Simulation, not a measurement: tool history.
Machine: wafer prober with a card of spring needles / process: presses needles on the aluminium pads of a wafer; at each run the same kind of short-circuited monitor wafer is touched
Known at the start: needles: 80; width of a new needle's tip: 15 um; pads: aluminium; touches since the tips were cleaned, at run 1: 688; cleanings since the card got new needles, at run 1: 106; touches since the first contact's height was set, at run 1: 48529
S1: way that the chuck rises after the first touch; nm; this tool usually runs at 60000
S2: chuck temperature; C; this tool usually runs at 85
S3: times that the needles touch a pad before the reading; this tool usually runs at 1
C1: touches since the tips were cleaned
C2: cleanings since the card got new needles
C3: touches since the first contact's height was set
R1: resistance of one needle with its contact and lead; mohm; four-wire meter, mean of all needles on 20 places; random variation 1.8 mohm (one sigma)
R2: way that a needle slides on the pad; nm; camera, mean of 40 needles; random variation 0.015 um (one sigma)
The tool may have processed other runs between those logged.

run 1 hour=0 | S1=60000 S2=85 S3=1 | C1=688 C2=106 C3=48529 | R1=201 R2=9780
-- hour=2.5 tips cleaned on abrasive film
-- hour=6.6 tips cleaned on abrasive film
-- hour=10.8 tips cleaned on abrasive film
-- hour=14.9 tips cleaned on abrasive film
-- hour=18.2 tips cleaned on abrasive film
-- hour=22.3 tips cleaned on abrasive film
run 2 hour=24.7 | S1=60000 S2=85 S3=1 | C1=1408 C2=112 C3=62601 | R1=204 R2=9730
-- hour=26.4 tips cleaned on abrasive film
-- hour=27.5 height of the first contact set anew
-- hour=30 tips cleaned on abrasive film
-- hour=34.1 tips cleaned on abrasive film
-- hour=38.3 tips cleaned on abrasive film
-- hour=42.4 tips cleaned on abrasive film
-- hour=46.5 tips cleaned on abrasive film
-- hour=49.8 tips cleaned on abrasive film
-- hour=53.9 tips cleaned on abrasive film
-- hour=58.1 tips cleaned on abrasive film
-- hour=62.2 tips cleaned on abrasive film
-- hour=66.3 tips cleaned on abrasive film
-- hour=70.4 tips cleaned on abrasive film
run 3 hour=71.8 | S1=60000 S2=85 S3=1 | C1=805 C2=124 C3=25195 | R1=203 R2=9510
-- hour=74.3 tips cleaned on abrasive film
-- hour=78.4 tips cleaned on abrasive film
-- hour=81.7 tips cleaned on abrasive film
-- hour=85.9 tips cleaned on abrasive film
-- hour=90 tips cleaned on abrasive film
-- hour=93.3 tips cleaned on abrasive film
run 4 hour=94.7 | S1=60000 S2=85 S3=1 | C1=824 C2=130 C3=38214 | R1=204 R2=9470
-- hour=97.2 tips cleaned on abrasive film
-- hour=101.3 tips cleaned on abrasive film
-- hour=105.5 tips cleaned on abrasive film
-- hour=109.6 tips cleaned on abrasive film
-- hour=113.7 tips cleaned on abrasive film
-- hour=117 tips cleaned on abrasive film
-- hour=120.6 tips cleaned on abrasive film
run 5 hour=120.6 | S1=60000 S2=85 S3=1 | C1=0 C2=137 C3=52926 | R1=193 R2=9390
-- hour=124.7 tips cleaned on abrasive film
-- hour=128.9 tips cleaned on abrasive film
-- hour=132.2 tips cleaned on abrasive film
-- hour=136.3 tips cleaned on abrasive film
-- hour=140.4 tips cleaned on abrasive film
-- hour=140.7 height of the first contact set anew
-- hour=144.8 tips cleaned on abrasive film
-- hour=148.9 tips cleaned on abrasive film
-- hour=153.1 tips cleaned on abrasive film
-- hour=157.2 tips cleaned on abrasive film
-- hour=160.5 tips cleaned on abrasive film
-- hour=164.6 tips cleaned on abrasive film
-- hour=167.9 tips cleaned on abrasive film
-- hour=172.1 tips cleaned on abrasive film
run 6 hour=172.1 | S1=60000 S2=85 S3=1 | C1=15 C2=150 C3=17838 | R1=192 R2=9950
-- hour=175.4 tips cleaned on abrasive film
-- hour=179.5 tips cleaned on abrasive film
-- hour=183.7 tips cleaned on abrasive film
-- hour=187.8 tips cleaned on abrasive film
-- hour=191.9 tips cleaned on abrasive film
-- hour=195.2 tips cleaned on abrasive film
-- hour=199.3 tips cleaned on abrasive film
-- hour=203.4 tips cleaned on abrasive film
-- hour=206.8 tips cleaned on abrasive film
-- hour=210.9 tips cleaned on abrasive film
-- hour=214.2 tips cleaned on abrasive film
run 7 hour=214.4 | S1=60000 S2=85 S3=1 | C1=146 C2=161 C3=41917 | R1=195 R2=9820
-- hour=217.8 tips cleaned on abrasive film
-- hour=221.9 tips cleaned on abrasive film
-- hour=226 tips cleaned on abrasive film
-- hour=230.1 tips cleaned on abrasive film
-- hour=233.4 tips cleaned on abrasive film
-- hour=237.6 tips cleaned on abrasive film
-- hour=238.7 height of the first contact set anew, once more
run 8 hour=241 | S1=60000 S2=85 S3=1 | C1=1826 C2=167 C3=1356 | R1=216 R2=10030
-- hour=241.9 tips cleaned on abrasive film
-- hour=246 tips cleaned on abrasive film
-- hour=249.3 tips cleaned on abrasive film
-- hour=253.4 tips cleaned on abrasive film
-- hour=257.6 tips cleaned on abrasive film
-- hour=261.7 tips cleaned on abrasive film
-- hour=265.8 tips cleaned on abrasive film
-- hour=269.1 tips cleaned on abrasive film
-- hour=273.2 tips cleaned on abrasive film
-- hour=277.3 tips cleaned on abrasive film
-- hour=281.5 tips cleaned on abrasive film
-- hour=285.6 tips cleaned on abrasive film
-- hour=289.7 tips cleaned on abrasive film
-- hour=293.4 tips cleaned on abrasive film
run 9 hour=293.4 | S1=70000 S2=74 S3=1 | C1=0 C2=181 C3=31116 | R1=190 R2=11530
-- hour=296.7 tips cleaned on abrasive film
-- hour=300.8 tips cleaned on abrasive film
-- hour=304.9 tips cleaned on abrasive film
-- hour=309.1 tips cleaned on abrasive film
-- hour=313.2 tips cleaned on abrasive film
-- hour=316.5 tips cleaned on abrasive film
-- hour=320.6 tips cleaned on abrasive film
-- hour=324.7 tips cleaned on abrasive film
-- hour=328.8 tips cleaned on abrasive film
run 10 hour=329.3 | S1=73000 S2=54 S3=1 | C1=266 C2=190 C3=51551 | R1=188 R2=11940
-- hour=332.6 tips cleaned on abrasive film
-- hour=336.7 tips cleaned on abrasive film
-- hour=340.9 tips cleaned on abrasive film
-- hour=344.2 tips cleaned on abrasive film
-- hour=348.3 tips cleaned on abrasive film
-- hour=351.8 height of the first contact set anew
-- hour=352.7 tips cleaned on abrasive film
-- hour=356.8 tips cleaned on abrasive film
-- hour=360.9 tips cleaned on abrasive film
-- hour=365.1 tips cleaned on abrasive film
-- hour=369.2 tips cleaned on abrasive film
-- hour=373.3 tips cleaned on abrasive film
run 11 hour=374.3 | S1=73000 S2=54 S3=1 | C1=562 C2=201 C3=12757 | R1=189 R2=12080
-- hour=376.8 tips cleaned on abrasive film
-- hour=380.9 tips cleaned on abrasive film
-- hour=384.2 tips cleaned on abrasive film
-- hour=388.3 tips cleaned on abrasive film
-- hour=392.5 tips cleaned on abrasive film
-- hour=396.6 tips cleaned on abrasive film
-- hour=400.7 tips cleaned on abrasive film
-- hour=404.8 tips cleaned on abrasive film
-- hour=408.2 tips cleaned on abrasive film
run 12 hour=408.2 | S1=43000 S2=37 S3=1 | C1=0 C2=210 C3=32020 | R1=189 R2=7020
-- hour=412.3 tips cleaned on abrasive film
-- hour=416.4 tips cleaned on abrasive film
-- hour=420.5 tips cleaned on abrasive film
-- hour=424.6 tips cleaned on abrasive film
-- hour=428 tips cleaned on abrasive film
-- hour=432.1 tips cleaned on abrasive film
-- hour=435.4 tips cleaned on abrasive film
-- hour=439.5 tips cleaned on abrasive film
-- hour=443.6 tips cleaned on abrasive film
run 13 hour=444.5 | S1=43000 S2=37 S3=1 | C1=515 C2=219 C3=52699 | R1=211 R2=6930
-- hour=447 tips cleaned on abrasive film
-- hour=450.3 tips cleaned on abrasive film
-- hour=454.5 tips cleaned on abrasive film
-- hour=458.6 tips cleaned on abrasive film
-- hour=462.7 tips cleaned on abrasive film
-- hour=464.6 height of the first contact set anew
-- hour=467.1 tips cleaned on abrasive film
-- hour=470.4 tips cleaned on abrasive film
-- hour=474.6 tips cleaned on abrasive film
-- hour=478.7 tips cleaned on abrasive film
run 14 hour=481.1 | S1=54000 S2=110 S3=1 | C1=1390 C2=228 C3=9364 | R1=225 R2=8960
-- hour=482.8 tips cleaned on abrasive film
-- hour=486.9 tips cleaned on abrasive film
-- hour=491 tips cleaned on abrasive film
-- hour=495.1 tips cleaned on abrasive film
-- hour=499.2 tips cleaned on abrasive film
-- hour=503.4 tips cleaned on abrasive film
-- hour=506.7 tips cleaned on abrasive film
-- hour=510.8 tips cleaned on abrasive film
-- hour=514.9 tips cleaned on abrasive film
-- hour=519 tips cleaned on abrasive film
-- hour=522.9 tips cleaned on abrasive film
run 15 hour=522.9 | S1=72000 S2=68 S3=2 | C1=0 C2=239 C3=33136 | R1=189 R2=11890
-- hour=527 tips cleaned on abrasive film
-- hour=530.3 tips cleaned on abrasive film
-- hour=534.4 tips cleaned on abrasive film
-- hour=538.6 tips cleaned on abrasive film
-- hour=542.7 tips cleaned on abrasive film
-- hour=546 tips cleaned on abrasive film
-- hour=550.1 tips cleaned on abrasive film
-- hour=554.2 tips cleaned on abrasive film
run 16 hour=557 | S1=72000 S2=68 S3=2 | C1=1610 C2=247 C3=52568 | R1=200 R2=11780

How would selected steps in R1 from run to run divide? Give the signed amount a tool lacking its hidden state would still show from settings, what came in and random variation, and the signed amount left for the hidden state, including any gauge scatter that is not in both of the compared results.
Hidden state at play: debris on the tips, nm; way that the needles fall short of the set height, um; tips' diameter, um; drift of the gauge itself on contact_mohm, %; drift of the gauge itself on scrub_um, %.
Run 14 -> 15: S1 54000 -> 72000, S2 110 -> 68, S3 1 -> 2, tips cleaned on abrasive film, tips cleaned on abrasive film, tips cleaned on abrasive film, tips cleaned on abrasive film, tips cleaned on abrasive film, tips cleaned on abrasive film, tips cleaned on abrasive film, tips cleaned on abrasive film, tips cleaned on abrasive film, tips cleaned on abrasive film, tips cleaned on abrasive film. R1 -36 mohm: hidden state -25, all else -11.
